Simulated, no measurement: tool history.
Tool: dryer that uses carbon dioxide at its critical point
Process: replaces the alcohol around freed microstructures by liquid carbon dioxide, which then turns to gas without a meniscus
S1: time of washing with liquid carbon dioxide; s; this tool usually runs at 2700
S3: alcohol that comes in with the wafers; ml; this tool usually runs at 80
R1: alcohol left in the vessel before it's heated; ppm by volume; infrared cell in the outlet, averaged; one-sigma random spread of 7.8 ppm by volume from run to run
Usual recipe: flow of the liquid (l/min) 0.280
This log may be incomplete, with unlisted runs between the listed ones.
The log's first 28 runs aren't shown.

Run 29, hour 280.5: usual settings but S1 3480 s, flow of the liquid (l/min) 0.369, S3 86 ml. Result: R1 86 ppm by volume.
Run 30, hour 293.4: usual settings but S1 3480 s, flow of the liquid (l/min) 0.369, S3 67 ml. Result: R1 86 ppm by volume.
Run 31, hour 305.5: usual settings but S1 3480 s, flow of the liquid (l/min) 0.394, S3 31 ml. Result: R1 70 ppm by volume.
Run 32, hour 319.8: usual settings but S1 3480 s, flow of the liquid (l/min) 0.394, S3 32 ml. Result: R1 74 ppm by volume.
Run 33, hour 325.8: usual settings but S1 3480 s, flow of the liquid (l/min) 0.394, S3 32 ml. Result: R1 80 ppm by volume.
Run 34, hour 337.9: usual settings but S1 3480 s, flow of the liquid (l/min) 0.394, S3 32 ml. Result: R1 70 ppm by volume.
Run 35, hour 344.1: usual settings but S1 3480 s, flow of the liquid (l/min) 0.394, S3 32 ml. Result: R1 72 ppm by volume.
Run 36, hour 358.0: usual settings but S1 3480 s, flow of the liquid (l/min) 0.394, S3 32 ml. Result: R1 72 ppm by volume.
Run 37, hour 364.8: usual settings but S1 3660 s, flow of the liquid (l/min) 0.394, S3 83 ml. Result: R1 77 ppm by volume.
Run 38, hour 371.4: usual settings but S1 1680 s, flow of the liquid (l/min) 0.270, S3 64 ml. Result: R1 3003 ppm by volume.
At hour 382.9: inlet filter changed.
Run 39, hour 383.1: usual settings but S1 1680 s, flow of the liquid (l/min) 0.270, S3 64 ml. Result: R1 2082 ppm by volume.
Run 40, hour 392.1: usual settings but S1 1680 s, flow of the liquid (l/min) 0.270, S3 64 ml. Result: R1 2245 ppm by volume.
Run 41, hour 406.2: usual settings but S1 3480 s, flow of the liquid (l/min) 0.373, S3 64 ml. Result: R1 79 ppm by volume.

Forecast run 42:
Run 42, hour 415.1: usual settings but S1 1920 s, flow of the liquid (l/min) 0.385, S3 32 ml. Result: R1 ?.

Run 42 gave R1 253 ppm by volume.
The same run, on a tool lacking any hidden state, would have yielded R1 170 ppm by volume.
